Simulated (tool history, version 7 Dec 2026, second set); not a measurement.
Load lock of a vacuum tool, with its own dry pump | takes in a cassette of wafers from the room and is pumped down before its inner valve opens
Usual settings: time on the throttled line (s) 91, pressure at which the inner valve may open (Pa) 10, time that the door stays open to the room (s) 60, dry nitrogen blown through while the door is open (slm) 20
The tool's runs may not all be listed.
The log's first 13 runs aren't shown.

run	hour	time on the throttled line (s)	pressure at which the inner valve may open (Pa)	time that the door stays open to the room (s)	dry nitrogen blown through while the door is open (slm)	incoming humidity of the room's air, %	time from the closed door until the inner valve may open (s)	rise of the pressure with all valves shut (Pa/min)
14	1232.8	91	10	41	20	45.5	164.5	0.014
15	1362.9	91	10	41	20	45.8	165.1	0.019
16	1455.8	91	10	108	20	45.7	165.9	0.034
17	1532.6	91	10	108	20	45.6	164.0	0.030
18	1604.4	91	10	108	20	44.5	163.7	0.034
19	1729.9	91	10	60	20	45.8	165.6	0.024
20	1798.4	91	10	60	20	43.0	164.0	0.030
21	1911.1	86	10	60	20	47.0	162.8	0.022
22	2035.3	99	10	55	11	43.8	169.9	0.024
23	2165.4	91	8	60	18	44.1	167.9	0.025
24	2272.9	91	10	60	42	43.8	165.1	0.017
25	2377.1	96	10	60	20	45.4	170.4	0.025
26	2448.3	122	7	60	5	43.3	194.0	0.028
27	2539.9	122	7	60	5	43.4	195.6	0.025
28	2595.5	122	7	60	5	44.5	193.4	0.030
29	2725.0	122	11	60	6	47.0	189.5	0.035
30	2787.4	122	11	60	6	41.8	191.1	0.028
31	2854.2	77	10	60	20	45.9	151.8	0.023
32	2941.8	60	9	154	12	44.5	138.1	0.047
33	3041.9	90	12	60	36	42.4	163.0	0.021
34	3156.8	73	10	60	20	45.1	147.9	0.022
35	3249.7	91	10	60	23	44.2	164.6	0.022
36	3343.5	91	10	60	23	44.9	163.0	0.021
37	3435.5	91	11	55	20	47.2	163.8	0.025
38	3535.6	91	13	60	6	40.5	161.6	0.026

3 ways to go on from here, each from the tool as it stands after run 38. What would each give?
A	3643.3	91	10	60	20	48.3	?	?
B	3643.3	79	10	60	20	45.0	?	?
C	3643.3	109	17	60	8	45.5	?	?

run	time from the closed door until the inner valve may open (s)	rise of the pressure with all valves shut (Pa/min)
A	163.2	0.021
B	155.6	0.023
C	174.5	0.034
Without the tool's hidden state the same runs would have given:
run	time from the closed door until the inner valve may open (s)	rise of the pressure with all valves shut (Pa/min)
A	163.2	0.021
B	155.6	0.023
C	174.5	0.034
